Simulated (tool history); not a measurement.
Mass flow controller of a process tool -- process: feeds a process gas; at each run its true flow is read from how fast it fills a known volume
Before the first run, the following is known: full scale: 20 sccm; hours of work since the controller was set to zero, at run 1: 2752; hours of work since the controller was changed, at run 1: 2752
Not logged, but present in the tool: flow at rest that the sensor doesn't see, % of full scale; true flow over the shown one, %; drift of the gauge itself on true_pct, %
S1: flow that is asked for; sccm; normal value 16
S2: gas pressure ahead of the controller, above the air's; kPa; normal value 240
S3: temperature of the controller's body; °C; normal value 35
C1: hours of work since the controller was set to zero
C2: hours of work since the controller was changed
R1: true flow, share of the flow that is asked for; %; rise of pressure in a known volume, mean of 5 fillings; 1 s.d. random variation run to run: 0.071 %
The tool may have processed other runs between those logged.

{"run": 1, "hour": 0.0, "S1": 16, "S2": 240, "S3": 35, "C1": 2752, "C2": 2752, "R1": 102.08}
{"run": 2, "hour": 172.1, "S1": 16, "S2": 240, "S3": 35, "C1": 2820, "C2": 2820, "R1": 102.19}
{"run": 3, "hour": 312.4, "S1": 16, "S2": 240, "S3": 35, "C1": 2875, "C2": 2875, "R1": 102.17}
{"run": 4, "hour": 488.0, "S1": 16, "S2": 240, "S3": 35, "C1": 2944, "C2": 2944, "R1": 102.28}
{"run": 5, "hour": 663.5, "S1": 16, "S2": 240, "S3": 35, "C1": 3013, "C2": 3013, "R1": 102.13}
{"run": 6, "hour": 931.2, "S1": 16, "S2": 240, "S3": 35, "C1": 3118, "C2": 3118, "R1": 102.36}
{"run": 7, "hour": 1128.0, "S1": 16, "S2": 240, "S3": 35, "C1": 3196, "C2": 3196, "R1": 102.49}
{"run": 8, "hour": 1331.9, "S1": 16, "S2": 240, "S3": 35, "C1": 3276, "C2": 3276, "R1": 102.42}
{"run": 9, "hour": 1603.8, "S1": 16, "S2": 240, "S3": 35, "C1": 3383, "C2": 3383, "R1": 102.6}
{"run": 10, "hour": 1827.7, "S1": 16, "S2": 240, "S3": 35, "C1": 3470, "C2": 3470, "R1": 102.63}
{"run": 11, "hour": 2000.2, "S1": 16, "S2": 240, "S3": 35, "C1": 3538, "C2": 3538, "R1": 102.7}
{"run": 12, "hour": 2234.8, "S1": 16, "S2": 240, "S3": 36, "C1": 3630, "C2": 3630, "R1": 102.71}
{"run": 13, "hour": 2493.5, "S1": 16, "S2": 181, "S3": 35, "C1": 3732, "C2": 3732, "R1": 102.5}
{"run": 14, "hour": 2686.4, "S1": 16, "S2": 240, "S3": 35, "C1": 3808, "C2": 3808, "R1": 102.82}
{"run": 15, "hour": 2806.8, "S1": 16, "S2": 204, "S3": 35, "C1": 3855, "C2": 3855, "R1": 102.68}
{"run": 16, "hour": 2977.9, "S1": 16, "S2": 182, "S3": 35, "C1": 3922, "C2": 3922, "R1": 102.67}
{"run": 17, "hour": 3209.4, "S1": 16, "S2": 240, "S3": 35, "C1": 4013, "C2": 4013, "R1": 103.0}
{"run": 18, "hour": 3458.0, "S1": 11, "S2": 240, "S3": 35, "C1": 4111, "C2": 4111, "R1": 103.22}
{"run": 19, "hour": 3602.9, "S1": 3, "S2": 200, "S3": 37, "C1": 4168, "C2": 4168, "R1": 108.15}
{"hour": 3753.4, "done": "controller's zero set anew"}
{"run": 20, "hour": 3804.0, "S1": 3, "S2": 200, "S3": 37, "C1": 20, "C2": 4247, "R1": 110.79}
{"run": 21, "hour": 4079.6, "S1": 18, "S2": 145, "S3": 28, "C1": 128, "C2": 4355, "R1": 102.83}
{"run": 22, "hour": 4258.3, "S1": 18, "S2": 145, "S3": 28, "C1": 198, "C2": 4425, "R1": 102.96}
{"run": 23, "hour": 4425.4, "S1": 18, "S2": 145, "S3": 28, "C1": 264, "C2": 4491, "R1": 102.93}
{"run": 24, "hour": 4617.7, "S1": 10, "S2": 233, "S3": 27, "C1": 340, "C2": 4566, "R1": 104.0}
{"run": 25, "hour": 4812.5, "S1": 10, "S2": 233, "S3": 27, "C1": 416, "C2": 4643, "R1": 104.17}
{"run": 26, "hour": 4930.5, "S1": 10, "S2": 146, "S3": 27, "C1": 463, "C2": 4689, "R1": 103.63}
{"hour": 4979.1, "done": "controller's zero set anew, once more"}
{"run": 27, "hour": 5047.7, "S1": 10, "S2": 146, "S3": 21, "C1": 27, "C2": 4735, "R1": 100.09}
{"run": 28, "hour": 5266.5, "S1": 16, "S2": 218, "S3": 38, "C1": 113, "C2": 4821, "R1": 101.82}
{"run": 29, "hour": 5477.9, "S1": 8, "S2": 245, "S3": 26, "C1": 196, "C2": 4904, "R1": 100.82}
{"run": 30, "hour": 5739.3, "S1": 16, "S2": 151, "S3": 34, "C1": 299, "C2": 5007, "R1": 101.31}
{"run": 31, "hour": 5935.7, "S1": 5, "S2": 183, "S3": 30, "C1": 376, "C2": 5084, "R1": 100.55}
{"run": 32, "hour": 6121.1, "S1": 5, "S2": 153, "S3": 35, "C1": 449, "C2": 5157, "R1": 100.79}
{"run": 33, "hour": 6377.8, "S1": 3, "S2": 253, "S3": 21, "C1": 550, "C2": 5258, "R1": 101.13}
{"run": 34, "hour": 6556.5, "S1": 3, "S2": 253, "S3": 21, "C1": 620, "C2": 5328, "R1": 101.33}
{"run": 35, "hour": 6705.0, "S1": 2, "S2": 240, "S3": 31, "C1": 678, "C2": 5386, "R1": 102.26}

Hidden state or all else? Some run-to-run changes of R1, split into what the settings, what came in and random variation would give without the hidden state, and what is left for the hidden state (with any gauge scatter that isn't in both results):
Run 18 -> 19: S1 11 -> 3, S2 240 -> 200, S3 35 -> 37. R1 +4.93 %: hidden state +6.06, all else -1.13.
Run 20 -> 21: S1 3 -> 18, S2 200 -> 145, S3 37 -> 28. R1 -7.96 %: hidden state -8.95, all else +0.99.
Run 26 -> 27: S3 27 -> 21, controller's zero set anew, once more. R1 -3.54 %: hidden state -3.46, all else -0.08.
